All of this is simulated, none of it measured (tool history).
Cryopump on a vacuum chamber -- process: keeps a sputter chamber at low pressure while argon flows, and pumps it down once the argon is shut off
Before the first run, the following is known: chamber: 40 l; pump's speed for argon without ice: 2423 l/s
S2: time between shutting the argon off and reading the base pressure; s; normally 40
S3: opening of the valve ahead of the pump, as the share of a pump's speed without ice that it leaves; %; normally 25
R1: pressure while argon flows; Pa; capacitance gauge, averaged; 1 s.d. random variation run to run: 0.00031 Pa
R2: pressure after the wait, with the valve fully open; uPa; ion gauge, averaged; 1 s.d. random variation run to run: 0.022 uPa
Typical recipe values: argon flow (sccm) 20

Run 1, hour 0: usual settings. Result: R1 0.057 Pa, R2 1.02 uPa.
Run 2, hour 8: usual settings. Result: R1 0.057 Pa, R2 0.91 uPa.
Run 3, hour 20.3: usual settings. Result: R1 0.057 Pa, R2 0.94 uPa.
Run 4, hour 34.2: usual settings but argon flow (sccm) 9. Result: R1 0.0254 Pa, R2 1.01 uPa.
Run 5, hour 45: usual settings but argon flow (sccm) 9. Result: R1 0.0254 Pa, R2 0.99 uPa.
Run 6, hour 57.2: usual settings but argon flow (sccm) 9. Result: R1 0.0261 Pa, R2 0.94 uPa.
Run 7, hour 65.7: usual settings but S3 23 %. Result: R1 0.0616 Pa, R2 0.96 uPa.
Run 8, hour 80: usual settings but S3 23 %. Result: R1 0.0617 Pa, R2 0.94 uPa.
Run 9, hour 91.4: usual settings but S3 26 %. Result: R1 0.0553 Pa, R2 0.98 uPa.
Run 10, hour 101.9: usual settings but S3 26 %. Result: R1 0.0554 Pa, R2 0.98 uPa.
Run 11, hour 113.7: usual settings but S3 39 %. Result: R1 0.0376 Pa, R2 1.03 uPa.
Run 12, hour 122.2: usual settings but S3 47 %. Result: R1 0.0312 Pa, R2 1.02 uPa.
Run 13, hour 130: usual settings but S3 47 %. Result: R1 0.031 Pa, R2 0.94 uPa.
Run 14, hour 137: usual settings but S3 47 %. Result: R1 0.0311 Pa, R2 0.97 uPa.
Run 15, hour 149.3: usual settings but S3 47 %. Result: R1 0.0317 Pa, R2 0.97 uPa.
Run 16, hour 160.7: usual settings but S3 47 %. Result: R1 0.0314 Pa, R2 0.98 uPa.
Run 17, hour 170.2: usual settings but S2 76 s, S3 47 %. Result: R1 0.0314 Pa, R2 0.74 uPa.
Run 18, hour 185: usual settings but argon flow (sccm) 17, S2 118 s, S3 21 %. Result: R1 0.0575 Pa, R2 0.65 uPa.
Run 19, hour 196.1: usual settings but argon flow (sccm) 17, S2 118 s, S3 21 %. Result: R1 0.0579 Pa, R2 0.68 uPa.
Run 20, hour 209.6: usual settings but argon flow (sccm) 10, S2 185 s, S3 39 %. Result: R1 0.0192 Pa, R2 0.57 uPa.
Run 21, hour 224.5: usual settings but argon flow (sccm) 39, S3 35 %. Result: R1 0.0815 Pa, R2 1.03 uPa.
Run 22, hour 237: usual settings but argon flow (sccm) 31, S2 29 s, S3 22 %. Result: R1 0.1015 Pa, R2 1.16 uPa.
Run 23, hour 250.4: usual settings but argon flow (sccm) 26, S2 84 s, S3 36 %. Result: R1 0.0525 Pa, R2 0.7 uPa.
Run 24, hour 262.3: usual settings but S2 49 s, S3 40 %. Result: R1 0.0366 Pa, R2 0.88 uPa.
Run 25, hour 272.4: usual settings but argon flow (sccm) 37, S3 26 %. Result: R1 0.1026 Pa, R2 1.04 uPa.
Run 26, hour 288.4: usual settings but argon flow (sccm) 37, S3 26 %. Result: R1 0.1037 Pa, R2 1.01 uPa.
Run 27, hour 301.9: usual settings but argon flow (sccm) 37, S3 34 %. Result: R1 0.0793 Pa, R2 1.04 uPa.
Run 28, hour 316.1: usual settings but argon flow (sccm) 37, S3 34 %. Result: R1 0.0789 Pa, R2 1.06 uPa.
Run 29, hour 325.3: usual settings but S2 180 s, S3 37 %. Result: R1 0.0395 Pa, R2 0.66 uPa.
Run 30, hour 340.5: usual settings but S2 180 s, S3 37 %. Result: R1 0.0402 Pa, R2 0.63 uPa.
Run 31, hour 351.4: usual settings but S2 94 s, S3 37 %. Result: R1 0.0401 Pa, R2 0.74 uPa.
Run 32, hour 367.6: usual settings but argon flow (sccm) 13, S2 109 s, S3 46 %. Result: R1 0.0211 Pa, R2 0.73 uPa.
Run 33, hour 378.1: usual settings but argon flow (sccm) 28, S2 20 s, S3 46 %. Result: R1 0.0452 Pa, R2 1.55 uPa.
Run 34, hour 385.7: usual settings but argon flow (sccm) 16, S3 39 %. Result: R1 0.0304 Pa, R2 1.04 uPa.

Each row is a separate what-if for the run after 34, all from the same tool condition, not one after another. Results?
Run A, hour 392.5: usual settings but S2 248 s. Result: R1 ?, R2 ?.
Run B, hour 392.5: usual settings but argon flow (sccm) 16, S3 32 %. Result: R1 ?, R2 ?.
Run C, hour 392.5: usual settings but argon flow (sccm) 10, S2 21 s. Result: R1 ?, R2 ?.
Run D, hour 392.5: usual settings but argon flow (sccm) 9, S2 188 s, S3 29 %. Result: R1 ?, R2 ?.

run      R1    R2
  A  0.0578  0.61
  B  0.0365  0.99
  C   0.029  1.52
  D  0.0223  0.59
The same runs, with their run-to-run variation unchanged, on a tool lacking any hidden condition would have given:
run      R1    R2
  A  0.0556   0.2
  B  0.0348   0.6
  C  0.0279  1.12
  D  0.0213  0.19
